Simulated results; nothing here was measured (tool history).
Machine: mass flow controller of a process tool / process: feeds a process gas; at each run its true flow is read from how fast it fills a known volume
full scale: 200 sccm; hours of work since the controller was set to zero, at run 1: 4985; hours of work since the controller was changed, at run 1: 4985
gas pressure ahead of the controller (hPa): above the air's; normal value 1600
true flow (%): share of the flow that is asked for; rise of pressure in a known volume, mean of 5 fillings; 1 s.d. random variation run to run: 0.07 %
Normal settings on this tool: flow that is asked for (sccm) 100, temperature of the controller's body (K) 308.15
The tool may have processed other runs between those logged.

run	hour	flow that is asked for (sccm)	gas pressure ahead of the controller (hPa)	temperature of the controller's body (K)	hours of work since the controller was set to zero	hours of work since the controller was changed	true flow (%)
1	0.0	100	1600	308.15	4985	4985	102.85
2	395.0	22	1600	308.15	5188	5188	109.84
3	597.2	82	1600	308.15	5293	5293	103.34
4	953.5	82	1600	308.15	5476	5476	103.45
5	1167.6	82	1600	308.15	5587	5587	103.71
6	1558.7	82	1600	308.15	5788	5788	103.79
7	1838.0	100	1630	308.15	5932	5932	103.51
# hour 1878.7: controller's zero set anew
8	2191.1	100	1600	309.15	161	6114	101.31
9	2661.5	100	1600	309.15	404	6356	101.37
10	2981.0	100	1600	309.15	568	6521	101.55
11	3287.4	100	1600	309.15	726	6679	101.68
12	3671.1	100	1600	309.15	924	6877	101.88
13	3939.6	55	1600	308.15	1062	7015	101.61
14	4169.8	55	1600	308.15	1181	7134	101.77
15	4509.5	55	1600	304.15	1356	7309	101.79
16	4719.9	55	1600	304.15	1465	7418	101.83
17	4942.0	38	1480	306.15	1579	7532	102.40
18	5292.4	168	2630	306.15	1760	7713	103.47
19	5599.1	159	2380	306.15	1918	7871	103.41
20	6052.8	159	2380	306.15	2152	8105	103.66
21	6487.6	100	1600	301.15	2376	8329	102.59
22	6931.8	100	1600	301.15	2605	8558	102.69
23	7404.4	120	1480	294.15	2849	8802	102.38
24	7849.5	54	1870	306.15	3078	9031	104.18
25	8091.7	44	2260	294.15	3203	9156	104.02
26	8307.0	44	2260	294.15	3314	9267	104.30
27	8574.1	44	2260	302.15	3452	9405	104.96
28	8883.4	44	2260	302.15	3611	9564	105.41
29	9275.9	44	2260	302.15	3813	9766	105.53

Here are 4 independent what-if runs from the current tool condition. What would each one return?
A	9546.2	44	1420	302.15	3953	9906	?
B	9546.2	44	2260	302.15	3953	9906	?
C	9546.2	27	2260	302.15	3953	9906	?
D	9546.2	26	1540	300.15	3953	9906	?

run	true flow (%)
A	105.22
B	105.69
C	108.08
D	107.75
The same runs, with their run-to-run variation unchanged, on a tool lacking any hidden condition would have given:
run	true flow (%)
A	97.66
B	98.13
C	97.93
D	97.34
